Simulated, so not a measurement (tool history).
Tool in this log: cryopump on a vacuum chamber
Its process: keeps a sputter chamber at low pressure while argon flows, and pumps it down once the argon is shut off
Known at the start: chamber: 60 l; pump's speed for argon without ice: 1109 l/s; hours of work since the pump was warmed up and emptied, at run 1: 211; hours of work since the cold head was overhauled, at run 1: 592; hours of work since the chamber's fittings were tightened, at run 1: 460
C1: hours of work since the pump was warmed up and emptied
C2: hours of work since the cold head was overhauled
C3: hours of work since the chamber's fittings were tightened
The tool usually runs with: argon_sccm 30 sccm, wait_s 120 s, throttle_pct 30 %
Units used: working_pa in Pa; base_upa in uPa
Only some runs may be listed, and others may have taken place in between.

run 1 day=0 | argon_sccm=30 wait_s=120 throttle_pct=30 | C1=211 C2=592 C3=460 | working_pa=0.1631 base_upa=2.05
run 2 day=0.7 | argon_sccm=30 wait_s=21 throttle_pct=30 | C1=223 C2=604 C3=472 | working_pa=0.1628 base_upa=6.28
run 3 day=1.375 | argon_sccm=30 wait_s=65 throttle_pct=30 | C1=235 C2=616 C3=484 | working_pa=0.1655 base_upa=2.81
run 4 day=2.217 | argon_sccm=30 wait_s=28 throttle_pct=30 | C1=250 C2=631 C3=499 | working_pa=0.1674 base_upa=5.02
run 5 day=2.929 | argon_sccm=30 wait_s=28 throttle_pct=30 | C1=263 C2=644 C3=511 | working_pa=0.1684 base_upa=5
run 6 day=3.429 | argon_sccm=30 wait_s=28 throttle_pct=30 | C1=272 C2=652 C3=520 | working_pa=0.1669 base_upa=5.29
run 7 day=4.058 | argon_sccm=30 wait_s=152 throttle_pct=30 | C1=283 C2=664 C3=531 | working_pa=0.1691 base_upa=2.12
run 8 day=5.012 | argon_sccm=30 wait_s=120 throttle_pct=30 | C1=300 C2=680 C3=548 | working_pa=0.1686 base_upa=2.34
run 9 day=5.638 | argon_sccm=30 wait_s=23 throttle_pct=30 | C1=311 C2=692 C3=559 | working_pa=0.1705 base_upa=6.21
run 10 day=6.571 | argon_sccm=30 wait_s=23 throttle_pct=30 | C1=327 C2=708 C3=576 | working_pa=0.1727 base_upa=6.29
run 11 day=7.279 | argon_sccm=30 wait_s=73 throttle_pct=30 | C1=340 C2=721 C3=588 | working_pa=0.1727 base_upa=3.01
run 12 day=7.746 | argon_sccm=30 wait_s=73 throttle_pct=30 | C1=348 C2=729 C3=597 | working_pa=0.1731 base_upa=3.13
-- day=8.062 pump warmed up, emptied and cooled again
run 13 day=8.567 | argon_sccm=30 wait_s=120 throttle_pct=30 | C1=9 C2=740 C3=607 | working_pa=0.1539 base_upa=2.08
run 14 day=9.079 | argon_sccm=30 wait_s=120 throttle_pct=30 | C1=18 C2=749 C3=617 | working_pa=0.1536 base_upa=2.03
run 15 day=9.554 | argon_sccm=41 wait_s=120 throttle_pct=18 | C1=26 C2=757 C3=625 | working_pa=0.3513 base_upa=2.09
run 16 day=10.308 | argon_sccm=30 wait_s=71 throttle_pct=16 | C1=40 C2=770 C3=638 | working_pa=0.286 base_upa=2.82
run 17 day=11.238 | argon_sccm=37 wait_s=91 throttle_pct=19 | C1=56 C2=787 C3=655 | working_pa=0.3013 base_upa=2.41
run 18 day=12.012 | argon_sccm=30 wait_s=62 throttle_pct=30 | C1=70 C2=801 C3=668 | working_pa=0.1557 base_upa=3.09
run 19 day=12.975 | argon_sccm=30 wait_s=62 throttle_pct=30 | C1=87 C2=818 C3=685 | working_pa=0.1574 base_upa=3.13
run 20 day=13.829 | argon_sccm=24 wait_s=62 throttle_pct=39 | C1=102 C2=833 C3=700 | working_pa=0.0984 base_upa=3.18
run 21 day=14.45 | argon_sccm=26 wait_s=120 throttle_pct=30 | C1=113 C2=844 C3=711 | working_pa=0.1377 base_upa=2.37
run 22 day=15.075 | argon_sccm=19 wait_s=53 throttle_pct=44 | C1=124 C2=855 C3=723 | working_pa=0.0695 base_upa=3.56
run 23 day=15.492 | argon_sccm=19 wait_s=185 throttle_pct=50 | C1=131 C2=862 C3=730 | working_pa=0.0617 base_upa=2.11
run 24 day=16.021 | argon_sccm=19 wait_s=185 throttle_pct=50 | C1=141 C2=871 C3=739 | working_pa=0.063 base_upa=2.1
run 25 day=16.842 | argon_sccm=19 wait_s=185 throttle_pct=50 | C1=155 C2=886 C3=754 | working_pa=0.0637 base_upa=2.17
run 26 day=17.658 | argon_sccm=19 wait_s=31 throttle_pct=50 | C1=170 C2=900 C3=768 | working_pa=0.0639 base_upa=5.13
run 27 day=18.412 | argon_sccm=23 wait_s=31 throttle_pct=50 | C1=183 C2=914 C3=782 | working_pa=0.0774 base_upa=5.22
run 28 day=19.254 | argon_sccm=14 wait_s=90 throttle_pct=33 | C1=198 C2=929 C3=796 | working_pa=0.0705 base_upa=2.89

Each row is a separate what-if for the run after 28, all from the same tool condition, not one after another. Results?
run A day=19.992 | argon_sccm=14 wait_s=285 throttle_pct=33 | C1=211 C2=942 C3=809 | working_pa=? base_upa=?
run B day=19.992 | argon_sccm=32 wait_s=90 throttle_pct=33 | C1=211 C2=942 C3=809 | working_pa=? base_upa=?
run C day=19.992 | argon_sccm=30 wait_s=29 throttle_pct=21 | C1=211 C2=942 C3=809 | working_pa=? base_upa=?

run=A working_pa=0.0693 base_upa=2.22
run=B working_pa=0.1609 base_upa=2.94
run=C working_pa=0.2324 base_upa=5.62
With the hidden condition removed and each run's random variation left untouched, the same runs would have given:
run=A working_pa=0.0636 base_upa=0.65
run=B working_pa=0.1481 base_upa=1.43
run=C working_pa=0.2202 base_upa=4.06
